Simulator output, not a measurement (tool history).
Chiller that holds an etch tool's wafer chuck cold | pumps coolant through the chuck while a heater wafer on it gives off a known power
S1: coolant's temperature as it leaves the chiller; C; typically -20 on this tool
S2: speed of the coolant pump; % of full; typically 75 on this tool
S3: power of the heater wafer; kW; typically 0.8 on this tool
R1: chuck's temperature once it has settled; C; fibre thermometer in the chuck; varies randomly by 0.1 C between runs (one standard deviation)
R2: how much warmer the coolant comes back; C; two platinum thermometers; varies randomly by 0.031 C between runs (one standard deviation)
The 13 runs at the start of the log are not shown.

run 14 day=64.362 | S1=-20 S2=82 S3=0.8 | R1=-13.9 R2=1.82
run 15 day=68.879 | S1=-20 S2=82 S3=0.8 | R1=-14.1 R2=1.76
run 16 day=73.829 | S1=-20 S2=82 S3=0.8 | R1=-14 R2=1.75
run 17 day=76.892 | S1=-29 S2=75 S3=0.8 | R1=-22.5 R2=1.88
run 18 day=82.846 | S1=-21 S2=90 S3=0.8 | R1=-15.1 R2=1.49
run 19 day=90.246 | S1=-21 S2=94 S3=0.8 | R1=-15.2 R2=1.39
-- day=92.767 gauge calibrated
run 20 day=97.525 | S1=-17 S2=80 S3=0.505 | R1=-13.1 R2=1.33
run 21 day=100.875 | S1=-17 S2=80 S3=0.505 | R1=-13.3 R2=1.31
run 22 day=107.042 | S1=-17 S2=80 S3=0.505 | R1=-13.2 R2=1.3
run 23 day=114.358 | S1=-17 S2=80 S3=0.505 | R1=-13 R2=1.29
run 24 day=119.558 | S1=-17 S2=80 S3=0.505 | R1=-13.1 R2=1.2
run 25 day=124.233 | S1=-26 S2=73 S3=0.596 | R1=-21.1 R2=1.64
run 26 day=129.979 | S1=-26 S2=73 S3=0.596 | R1=-21.3 R2=1.59
-- day=134.45 coolant changed, channels flushed
run 27 day=137.267 | S1=-26 S2=73 S3=0.596 | R1=-21.2 R2=1.54
run 28 day=144.158 | S1=-10 S2=92 S3=0.8 | R1=-4.3 R2=1.6
run 29 day=148.721 | S1=-10 S2=92 S3=0.8 | R1=-4.4 R2=1.6
run 30 day=152.525 | S1=-14 S2=75 S3=0.577 | R1=-9.3 R2=1.39
-- day=154.854 gauge calibrated
run 31 day=158.246 | S1=-14 S2=75 S3=0.577 | R1=-9.3 R2=1.66
run 32 day=161.85 | S1=-16 S2=76 S3=1.105 | R1=-7.2 R2=3.06
run 33 day=168.542 | S1=-28 S2=64 S3=1.158 | R1=-17.9 R2=3.9

Here are 3 independent what-if runs from the current tool condition. What would each one return?
run A day=172.496 | S1=-15 S2=80 S3=1.158 | R1=? R2=?
run B day=172.496 | S1=-28 S2=75 S3=0.422 | R1=? R2=?
run C day=172.496 | S1=-29 S2=87 S3=1.158 | R1=? R2=?

run=A R1=-6.2 R2=2.98
run=B R1=-24.7 R2=1.14
run=C R1=-20.5 R2=2.69
The same runs, with their run-to-run variation unchanged, on a tool lacking any hidden condition would have given:
run=A R1=-6.2 R2=3.05
run=B R1=-24.8 R2=1.21
run=C R1=-20.5 R2=2.75
